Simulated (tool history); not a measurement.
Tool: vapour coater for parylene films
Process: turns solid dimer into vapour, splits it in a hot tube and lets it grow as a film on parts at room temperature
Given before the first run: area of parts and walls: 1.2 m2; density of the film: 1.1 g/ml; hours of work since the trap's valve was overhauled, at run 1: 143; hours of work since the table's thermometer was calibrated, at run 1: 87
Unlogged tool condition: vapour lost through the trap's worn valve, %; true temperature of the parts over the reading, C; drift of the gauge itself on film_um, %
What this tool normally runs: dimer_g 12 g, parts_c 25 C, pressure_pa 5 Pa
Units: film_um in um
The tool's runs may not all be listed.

run	hour	dimer_g	parts_c	pressure_pa	hours of work since the trap's valve was overhauled	hours of work since the table's thermometer was calibrated	film_um
1	0	12	25	5	143	87	6.32
2	6.9	12	25	5	148	92	6.32
3	22	12	30	5	160	103	5.61
4	34	18	25	5	168	112	9.66
5	40.7	12	25	5	173	116	6.34
6	48.4	12	25	5	179	122	6.26
7	58.3	12	25	5	186	129	6.42

What will run 8 give?
8	66.9	12	25	4.14	193	136	?

{"run 8": {"film_um": 6.38}}
The same run, on a tool lacking any hidden state, would have yielded film_um 6.39 um.
